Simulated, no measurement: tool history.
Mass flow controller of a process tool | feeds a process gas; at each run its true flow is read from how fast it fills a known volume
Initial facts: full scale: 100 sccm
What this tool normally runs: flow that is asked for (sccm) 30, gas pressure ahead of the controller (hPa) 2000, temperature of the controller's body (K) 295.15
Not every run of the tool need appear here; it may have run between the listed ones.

run	hour	flow that is asked for (sccm)	gas pressure ahead of the controller (hPa)	temperature of the controller's body (K)	true flow (%)
1	0.0	30	2000	295.15	97.64
2	138.6	30	2000	295.15	97.63
3	262.8	30	2000	295.15	97.70
4	532.4	30	2000	295.15	97.70
5	686.8	30	1530	295.15	97.81
6	829.5	30	2000	295.15	97.79
7	961.9	30	2000	295.15	97.68
8	1207.9	30	2000	295.15	97.79
9	1372.3	30	2000	295.15	97.68
10	1551.8	30	2000	295.15	97.77
11	1679.5	30	2000	295.15	97.77
12	1800.1	30	2050	295.15	97.68
13	2076.1	30	2000	302.15	98.05
14	2307.2	30	2000	295.15	97.61
15	2476.9	30	2000	295.15	97.66
16	2657.9	30	2000	295.15	97.70
17	2793.5	30	2000	295.15	97.78
18	2946.8	30	2000	295.15	97.68
19	3126.5	30	2170	295.15	97.75
20	3358.5	30	2170	295.15	97.57
21	3609.0	26	2000	306.15	98.17
22	3881.4	30	2520	295.15	97.64
23	4079.6	30	2520	295.15	97.72
24	4246.3	30	1510	295.15	97.76
25	4378.2	58	1940	299.15	98.79
26	4582.3	30	2730	305.15	98.05
27	4796.2	14	2000	300.15	97.57
28	4916.2	71	2000	300.15	99.11
29	5159.7	17	2140	310.15	98.06
30	5389.0	17	2140	310.15	97.99
31	5620.3	48	2620	303.15	98.52
32	5796.1	85	2620	307.15	99.92
33	6067.5	87	2180	302.15	99.65
34	6341.8	59	1470	302.15	99.09
35	6452.9	44	1800	311.15	98.74
36	6604.5	27	1610	300.15	97.97
37	6815.2	23	2000	297.15	97.55
38	7073.6	23	2000	297.15	97.76
# hour 7183.3: controller's zero set anew
39	7198.3	30	2510	298.15	97.71
40	7441.4	30	2510	298.15	97.80

What if the next run were any one of these 5? Each begins from the tool's condition after run 40:
A	7670.8	37	2670	294.15	?
B	7670.8	64	1900	297.15	?
C	7670.8	60	2130	298.15	?
D	7670.8	49	2000	301.15	?
E	7670.8	30	1890	306.15	?

run	true flow (%)
A	97.77
B	98.95
C	98.70
D	98.45
E	98.22
The same runs, with their run-to-run variation unchanged, on a tool lacking any hidden condition would have given:
run	true flow (%)
A	97.78
B	98.95
C	98.71
D	98.46
E	98.23

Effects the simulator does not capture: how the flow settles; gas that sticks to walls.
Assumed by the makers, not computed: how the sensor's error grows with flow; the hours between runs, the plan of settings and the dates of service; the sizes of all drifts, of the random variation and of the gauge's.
